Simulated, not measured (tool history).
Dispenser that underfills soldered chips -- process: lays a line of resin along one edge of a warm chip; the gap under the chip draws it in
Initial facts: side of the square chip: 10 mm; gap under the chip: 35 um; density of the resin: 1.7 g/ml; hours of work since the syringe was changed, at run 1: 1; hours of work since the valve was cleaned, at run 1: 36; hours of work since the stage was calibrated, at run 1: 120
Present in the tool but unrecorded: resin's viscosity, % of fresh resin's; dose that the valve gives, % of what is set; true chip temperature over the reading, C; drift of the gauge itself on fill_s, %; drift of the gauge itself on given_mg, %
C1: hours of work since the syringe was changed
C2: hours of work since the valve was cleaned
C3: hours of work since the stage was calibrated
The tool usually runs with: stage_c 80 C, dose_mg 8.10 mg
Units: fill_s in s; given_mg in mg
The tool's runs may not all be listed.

run 1 hour=0.0 | stage_c=80 dose_mg=8.10 | C1=1 C2=36 C3=120 | fill_s=159.7 given_mg=7.84
run 2 hour=3.1 | stage_c=80 dose_mg=8.10 | C1=3 C2=38 C3=121 | fill_s=172.6 given_mg=7.83
run 3 hour=6.0 | stage_c=80 dose_mg=8.10 | C1=5 C2=40 C3=123 | fill_s=181.7 given_mg=7.86
run 4 hour=12.7 | stage_c=80 dose_mg=8.10 | C1=9 C2=44 C3=128 | fill_s=209.5 given_mg=7.81
-- hour=16.4 new syringe of resin
run 5 hour=18.6 | stage_c=80 dose_mg=8.10 | C1=1 C2=47 C3=131 | fill_s=161.7 given_mg=7.77
run 6 hour=21.7 | stage_c=80 dose_mg=8.10 | C1=3 C2=49 C3=133 | fill_s=172.1 given_mg=7.69
run 7 hour=24.6 | stage_c=85 dose_mg=8.10 | C1=5 C2=51 C3=135 | fill_s=157.9 given_mg=7.76
run 8 hour=31.1 | stage_c=80 dose_mg=7.19 | C1=9 C2=55 C3=139 | fill_s=220.7 given_mg=6.91
-- hour=33.7 new syringe of resin
run 9 hour=35.3 | stage_c=80 dose_mg=10.16 | C1=1 C2=58 C3=141 | fill_s=154.0 given_mg=9.71
run 10 hour=41.0 | stage_c=80 dose_mg=10.16 | C1=5 C2=61 C3=145 | fill_s=179.4 given_mg=9.63
run 11 hour=46.6 | stage_c=80 dose_mg=8.10 | C1=8 C2=65 C3=149 | fill_s=209.4 given_mg=7.68
-- hour=51.2 new syringe of resin
run 12 hour=51.3 | stage_c=80 dose_mg=8.10 | C1=0 C2=68 C3=151 | fill_s=156.1 given_mg=7.71
run 13 hour=56.0 | stage_c=80 dose_mg=8.10 | C1=3 C2=71 C3=154 | fill_s=176.9 given_mg=7.62
run 14 hour=61.1 | stage_c=80 dose_mg=8.10 | C1=6 C2=74 C3=158 | fill_s=195.9 given_mg=7.56
run 15 hour=67.9 | stage_c=80 dose_mg=8.10 | C1=11 C2=78 C3=162 | fill_s=231.3 given_mg=7.61
-- hour=68.7 new syringe of resin
run 16 hour=73.9 | stage_c=80 dose_mg=8.10 | C1=3 C2=82 C3=165 | fill_s=176.5 given_mg=7.57
run 17 hour=77.9 | stage_c=80 dose_mg=8.10 | C1=6 C2=84 C3=168 | fill_s=196.6 given_mg=7.57
run 18 hour=82.0 | stage_c=72 dose_mg=8.73 | C1=8 C2=87 C3=171 | fill_s=267.6 given_mg=8.16
-- hour=86.2 new syringe of resin
run 19 hour=87.6 | stage_c=84 dose_mg=8.95 | C1=1 C2=90 C3=174 | fill_s=141.4 given_mg=8.19
run 20 hour=90.6 | stage_c=84 dose_mg=8.95 | C1=3 C2=92 C3=176 | fill_s=153.5 given_mg=8.29
run 21 hour=95.7 | stage_c=84 dose_mg=8.97 | C1=6 C2=95 C3=179 | fill_s=167.8 given_mg=8.11
run 22 hour=99.1 | stage_c=72 dose_mg=9.31 | C1=8 C2=97 C3=181 | fill_s=261.3 given_mg=8.43
-- hour=103.9 new syringe of resin
run 23 hour=105.9 | stage_c=72 dose_mg=9.31 | C1=1 C2=102 C3=185 | fill_s=204.7 given_mg=8.50
run 24 hour=111.1 | stage_c=72 dose_mg=9.31 | C1=5 C2=105 C3=189 | fill_s=231.2 given_mg=8.54
run 25 hour=116.0 | stage_c=71 dose_mg=9.96 | C1=8 C2=108 C3=192 | fill_s=263.2 given_mg=9.07
-- hour=121.7 new syringe of resin
run 26 hour=123.3 | stage_c=71 dose_mg=9.96 | C1=1 C2=112 C3=196 | fill_s=202.6 given_mg=9.05
-- hour=130.1 dispensing valve cleaned and set on the balance
run 27 hour=131.0 | stage_c=71 dose_mg=9.96 | C1=5 C2=1 C3=200 | fill_s=233.8 given_mg=9.91

Some steps in fill_s, run to run, broken into two amounts with sign: the step expected even without the hidden condition (settings, incoming material, random variation), and the rest, left for the hidden condition together with whatever gauge scatter is not in both the measured and the hidden-condition-free result:
Run 18 -> 19: stage_c 72 -> 84, dose_mg 8.73 -> 8.95, new syringe of resin. fill_s -126.2 s: hidden state -63.2, all else -63.0.
Run 21 -> 22: stage_c 84 -> 72, dose_mg 8.97 -> 9.31. fill_s +93.5 s: hidden state +35.4, all else +58.1.
Run 25 -> 26: new syringe of resin. fill_s -60.6 s: hidden state -57.6, all else -3.0.

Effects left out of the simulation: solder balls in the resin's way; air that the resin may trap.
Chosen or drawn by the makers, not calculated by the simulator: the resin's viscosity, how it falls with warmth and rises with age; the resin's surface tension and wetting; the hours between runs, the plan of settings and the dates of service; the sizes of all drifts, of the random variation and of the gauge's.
